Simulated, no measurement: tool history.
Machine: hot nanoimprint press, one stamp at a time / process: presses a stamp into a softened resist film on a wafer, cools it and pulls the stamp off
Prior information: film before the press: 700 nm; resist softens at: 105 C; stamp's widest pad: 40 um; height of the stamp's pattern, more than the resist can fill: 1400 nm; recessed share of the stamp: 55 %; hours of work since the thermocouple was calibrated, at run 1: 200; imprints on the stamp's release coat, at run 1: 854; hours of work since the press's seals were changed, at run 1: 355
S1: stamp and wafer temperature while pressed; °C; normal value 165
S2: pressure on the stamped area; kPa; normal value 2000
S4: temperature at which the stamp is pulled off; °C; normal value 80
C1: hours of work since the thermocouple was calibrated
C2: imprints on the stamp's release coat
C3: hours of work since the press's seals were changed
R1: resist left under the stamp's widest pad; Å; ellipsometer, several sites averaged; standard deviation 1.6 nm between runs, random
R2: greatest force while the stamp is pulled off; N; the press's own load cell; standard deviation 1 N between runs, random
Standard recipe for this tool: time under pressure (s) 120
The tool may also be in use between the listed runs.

Run 1, day 0: usual settings; C1 200; C2 854; C3 355. Result: R1 2453 Å, R2 165 N.
At day 1.154: stamp cleaned and given a new release coat.
Run 2, day 1.208: usual settings; C1 212; C2 4; C3 366. Result: R1 2454 Å, R2 153 N.
Run 3, day 1.738: usual settings; C1 218; C2 53; C3 373. Result: R1 2448 Å, R2 152 N.
Run 4, day 2.617: usual settings; C1 229; C2 133; C3 383. Result: R1 2464 Å, R2 153 N.
Run 5, day 3.129: usual settings; C1 235; C2 179; C3 389. Result: R1 2453 Å, R2 152 N.
Run 6, day 3.875: usual settings; C1 244; C2 247; C3 398. Result: R1 2441 Å, R2 153 N.
Run 7, day 4.912: usual settings but S1 175 °C, S2 1430 kPa, S4 65 °C; C1 256; C2 342; C3 411. Result: R1 1854 Å, R2 178 N.
Run 8, day 5.55: usual settings but S1 162 °C, S2 1210 kPa, time under pressure (s) 65, S4 69 °C; C1 264; C2 400; C3 419. Result: R1 4330 Å, R2 172 N.
At day 5.733: plate thermocouple calibrated.
Run 9, day 6.667: usual settings but S1 168 °C; C1 11; C2 490; C3 430. Result: R1 2038 Å, R2 156 N.
Run 10, day 7.646: usual settings but S1 168 °C; C1 23; C2 579; C3 442. Result: R1 2050 Å, R2 159 N.
Run 11, day 8.271: usual settings but S4 70 °C; C1 31; C2 636; C3 450. Result: R1 2356 Å, R2 174 N.

Take each entry between the runs: how does the hidden state at the last listed run before it differ from the hidden state at the first listed run after it?
From run 1 to run 2: stamp cleaned and given a new release coat (day 1.154)
  true temperature over the reading, C: 1.05 -> 1.1; pressure that arrives at the usual setting, %: 97.22 -> 97.13; grip of the stamp's worn release coat, % over a new coat's: 6.7 -> 0
  the result without the hidden state subtracted from the measured one, R1: -87 -> -92 Å; R2: +9 -> -1 N
From run 8 to run 9: plate thermocouple calibrated (day 5.733)
  true temperature over the reading, C: 1.32 -> 2.06; pressure that arrives at the usual setting, %: 96.67 -> 96.57; grip of the stamp's worn release coat, % over a new coat's: 3.1 -> 3.8
  the result without the hidden state subtracted from the measured one, R1: -179 -> -163 Å; R2: +4 -> +3 N
